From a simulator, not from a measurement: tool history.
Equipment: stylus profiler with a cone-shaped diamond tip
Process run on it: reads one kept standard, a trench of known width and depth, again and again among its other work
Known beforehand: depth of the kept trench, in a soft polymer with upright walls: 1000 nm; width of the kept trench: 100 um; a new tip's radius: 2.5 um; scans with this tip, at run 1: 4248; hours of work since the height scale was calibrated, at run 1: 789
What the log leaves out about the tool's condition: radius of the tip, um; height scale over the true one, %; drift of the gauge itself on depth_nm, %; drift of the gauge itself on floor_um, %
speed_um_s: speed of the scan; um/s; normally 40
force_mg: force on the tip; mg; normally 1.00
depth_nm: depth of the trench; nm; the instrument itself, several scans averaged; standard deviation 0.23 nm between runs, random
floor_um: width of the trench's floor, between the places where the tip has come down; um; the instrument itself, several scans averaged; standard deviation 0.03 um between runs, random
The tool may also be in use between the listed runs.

run,hour,speed_um_s,force_mg,scans with this tip,hours of work since the height scale was calibrated,depth_nm,floor_um
1,0.0,40,1.00,4248,789,1009.44,95.77
2,11.8,40,2.12,4295,798,1015.47,95.79
3,35.4,40,1.00,4387,815,1009.18,95.77
4,50.0,40,2.88,4444,826,1018.74,95.86
5,72.9,40,2.88,4534,842,1018.65,95.81
6,93.3,22,1.00,4614,857,1009.70,95.88
7,111.2,22,1.00,4684,870,1009.42,95.88
8,138.6,68,0.61,4792,890,1006.77,95.48
9,150.2,68,0.99,4837,899,1009.51,95.55
10,170.5,18,0.43,4917,913,1004.90,95.84

What if the next run were any one of these 5? Each begins from the tool's condition after run 10:
A,184.4,48,0.44,4971,924,?,?
B,184.4,40,2.58,4971,924,?,?
C,184.4,40,1.15,4971,924,?,?
D,184.4,72,2.99,4971,924,?,?
E,184.4,94,1.00,4971,924,?,?

run,depth_nm,floor_um
A,1005.19,95.57
B,1017.65,95.82
C,1010.32,95.80
D,1018.97,95.71
E,1009.38,95.43
Without the tool's hidden state the same runs would have given:
run,depth_nm,floor_um
A,1005.18,95.58
B,1017.64,95.83
C,1010.31,95.81
D,1018.96,95.72
E,1009.36,95.44
